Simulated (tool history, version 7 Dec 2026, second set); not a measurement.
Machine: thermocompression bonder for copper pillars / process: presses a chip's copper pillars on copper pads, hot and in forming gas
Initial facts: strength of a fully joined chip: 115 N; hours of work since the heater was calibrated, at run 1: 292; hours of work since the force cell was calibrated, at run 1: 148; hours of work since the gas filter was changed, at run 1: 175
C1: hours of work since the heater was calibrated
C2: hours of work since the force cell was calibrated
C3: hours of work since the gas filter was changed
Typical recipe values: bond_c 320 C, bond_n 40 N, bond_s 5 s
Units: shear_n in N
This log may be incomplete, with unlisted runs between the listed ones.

{"run": 1, "hour": 0.0, "bond_c": 320, "bond_n": 40, "bond_s": 5, "C1": 292, "C2": 148, "C3": 175, "shear_n": 48.1}
{"run": 2, "hour": 6.4, "bond_c": 320, "bond_n": 40, "bond_s": 5, "C1": 296, "C2": 153, "C3": 180, "shear_n": 48.9}
{"run": 3, "hour": 15.4, "bond_c": 320, "bond_n": 40, "bond_s": 5, "C1": 303, "C2": 160, "C3": 187, "shear_n": 48.7}
{"run": 4, "hour": 22.4, "bond_c": 320, "bond_n": 40, "bond_s": 5, "C1": 309, "C2": 165, "C3": 193, "shear_n": 48.7}
{"run": 5, "hour": 29.2, "bond_c": 320, "bond_n": 40, "bond_s": 5, "C1": 314, "C2": 170, "C3": 198, "shear_n": 48.5}
{"run": 6, "hour": 37.7, "bond_c": 320, "bond_n": 40, "bond_s": 5, "C1": 321, "C2": 177, "C3": 204, "shear_n": 47.8}
{"run": 7, "hour": 43.9, "bond_c": 320, "bond_n": 40, "bond_s": 5, "C1": 325, "C2": 182, "C3": 209, "shear_n": 47.9}
{"run": 8, "hour": 53.2, "bond_c": 320, "bond_n": 40, "bond_s": 5, "C1": 333, "C2": 189, "C3": 216, "shear_n": 48.5}
{"run": 9, "hour": 58.0, "bond_c": 320, "bond_n": 40, "bond_s": 5, "C1": 336, "C2": 192, "C3": 220, "shear_n": 48.4}
{"run": 10, "hour": 65.2, "bond_c": 320, "bond_n": 40, "bond_s": 5, "C1": 342, "C2": 198, "C3": 226, "shear_n": 48.4}
{"run": 11, "hour": 69.1, "bond_c": 320, "bond_n": 40, "bond_s": 5, "C1": 345, "C2": 201, "C3": 229, "shear_n": 48.4}
{"run": 12, "hour": 74.1, "bond_c": 320, "bond_n": 40, "bond_s": 5, "C1": 349, "C2": 205, "C3": 232, "shear_n": 48.6}
{"run": 13, "hour": 78.1, "bond_c": 320, "bond_n": 33, "bond_s": 5, "C1": 352, "C2": 208, "C3": 236, "shear_n": 42.4}
{"run": 14, "hour": 85.4, "bond_c": 320, "bond_n": 33, "bond_s": 5, "C1": 357, "C2": 214, "C3": 241, "shear_n": 42.4}
{"run": 15, "hour": 94.6, "bond_c": 320, "bond_n": 33, "bond_s": 5, "C1": 365, "C2": 221, "C3": 248, "shear_n": 42.1}
{"run": 16, "hour": 100.0, "bond_c": 320, "bond_n": 33, "bond_s": 5, "C1": 369, "C2": 225, "C3": 252, "shear_n": 41.8}
{"run": 17, "hour": 108.5, "bond_c": 297, "bond_n": 46, "bond_s": 15, "C1": 375, "C2": 231, "C3": 259, "shear_n": 63.9}
{"run": 18, "hour": 117.6, "bond_c": 297, "bond_n": 46, "bond_s": 15, "C1": 382, "C2": 238, "C3": 266, "shear_n": 64.2}
{"run": 19, "hour": 122.6, "bond_c": 301, "bond_n": 46, "bond_s": 6, "C1": 386, "C2": 242, "C3": 270, "shear_n": 48.2}
{"run": 20, "hour": 127.2, "bond_c": 338, "bond_n": 34, "bond_s": 12, "C1": 390, "C2": 246, "C3": 273, "shear_n": 68.0}
{"run": 21, "hour": 132.7, "bond_c": 338, "bond_n": 58, "bond_s": 6, "C1": 394, "C2": 250, "C3": 278, "shear_n": 73.3}
{"run": 22, "hour": 138.1, "bond_c": 338, "bond_n": 58, "bond_s": 6, "C1": 398, "C2": 254, "C3": 282, "shear_n": 73.5}
{"run": 23, "hour": 145.7, "bond_c": 333, "bond_n": 42, "bond_s": 13, "C1": 404, "C2": 260, "C3": 288, "shear_n": 74.3}
{"run": 24, "hour": 154.7, "bond_c": 320, "bond_n": 26, "bond_s": 3, "C1": 411, "C2": 267, "C3": 295, "shear_n": 27.8}
{"run": 25, "hour": 160.9, "bond_c": 295, "bond_n": 41, "bond_s": 10, "C1": 416, "C2": 272, "C3": 299, "shear_n": 51.0}
{"run": 26, "hour": 165.3, "bond_c": 295, "bond_n": 41, "bond_s": 10, "C1": 419, "C2": 275, "C3": 303, "shear_n": 50.9}
{"run": 27, "hour": 173.0, "bond_c": 295, "bond_n": 41, "bond_s": 10, "C1": 425, "C2": 281, "C3": 309, "shear_n": 51.0}

Forecast each of these 5 alternatives for the next run:
{"run": "A", "hour": 178.6, "bond_c": 295, "bond_n": 41, "bond_s": 5, "C1": 429, "C2": 285, "C3": 313, "shear_n": "?"}
{"run": "B", "hour": 178.6, "bond_c": 295, "bond_n": 41, "bond_s": 8, "C1": 429, "C2": 285, "C3": 313, "shear_n": "?"}
{"run": "C", "hour": 178.6, "bond_c": 320, "bond_n": 32, "bond_s": 5, "C1": 429, "C2": 285, "C3": 313, "shear_n": "?"}
{"run": "D", "hour": 178.6, "bond_c": 323, "bond_n": 48, "bond_s": 10, "C1": 429, "C2": 285, "C3": 313, "shear_n": "?"}
{"run": "E", "hour": 178.6, "bond_c": 295, "bond_n": 28, "bond_s": 10, "C1": 429, "C2": 285, "C3": 313, "shear_n": "?"}

run=A shear_n=38.9
run=B shear_n=47.3
run=C shear_n=41.5
run=D shear_n=70.5
run=E shear_n=38.8
With the hidden condition removed and each run's random variation left untouched, the same runs would have given:
run=A shear_n=39.1
run=B shear_n=47.5
run=C shear_n=41.7
run=D shear_n=70.8
run=E shear_n=39.0
